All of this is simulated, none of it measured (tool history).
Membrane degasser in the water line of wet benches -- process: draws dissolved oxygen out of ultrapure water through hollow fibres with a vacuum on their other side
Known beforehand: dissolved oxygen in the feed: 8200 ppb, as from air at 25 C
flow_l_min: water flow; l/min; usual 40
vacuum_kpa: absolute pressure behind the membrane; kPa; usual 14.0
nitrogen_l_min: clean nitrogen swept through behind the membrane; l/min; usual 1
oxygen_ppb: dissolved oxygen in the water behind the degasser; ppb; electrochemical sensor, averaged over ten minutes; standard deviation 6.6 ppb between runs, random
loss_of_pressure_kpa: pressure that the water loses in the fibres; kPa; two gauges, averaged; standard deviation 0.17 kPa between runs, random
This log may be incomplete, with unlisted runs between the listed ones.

run	hour	flow_l_min	vacuum_kpa	nitrogen_l_min	oxygen_ppb	loss_of_pressure_kpa
1	0.0	40	14.0	1	836.0	27.97
2	144.5	40	14.0	1	852.3	28.14
3	236.6	40	14.0	1	822.6	28.23
4	373.2	40	14.0	1	839.8	28.43
5	522.3	40	14.0	1	853.8	28.10
6	664.5	40	14.0	1	838.8	28.41
7	824.9	40	14.0	1	848.4	28.53
8	917.7	40	21.7	1	1329.0	28.27
9	998.9	40	21.7	1	1341.2	28.38
10	1160.3	40	14.0	1	837.0	27.97
11	1240.7	40	14.0	1	863.7	28.62
12	1376.0	40	14.0	1	829.5	28.31
13	1478.3	40	28.6	1	1754.4	28.31
14	1603.4	40	21.4	1	1302.2	28.27
15	1721.7	40	21.4	1	1311.5	28.32

For run 16, what comes out?
16	1809.3	40	21.4	1	?	?

{"run 16": {"oxygen_ppb": 1333.5, "loss_of_pressure_kpa": 28.46}}
If the tool had no hidden condition, the same run with the same run-to-run variation would have returned oxygen_ppb 1311.8 ppb, loss_of_pressure_kpa 27.92 kPa.

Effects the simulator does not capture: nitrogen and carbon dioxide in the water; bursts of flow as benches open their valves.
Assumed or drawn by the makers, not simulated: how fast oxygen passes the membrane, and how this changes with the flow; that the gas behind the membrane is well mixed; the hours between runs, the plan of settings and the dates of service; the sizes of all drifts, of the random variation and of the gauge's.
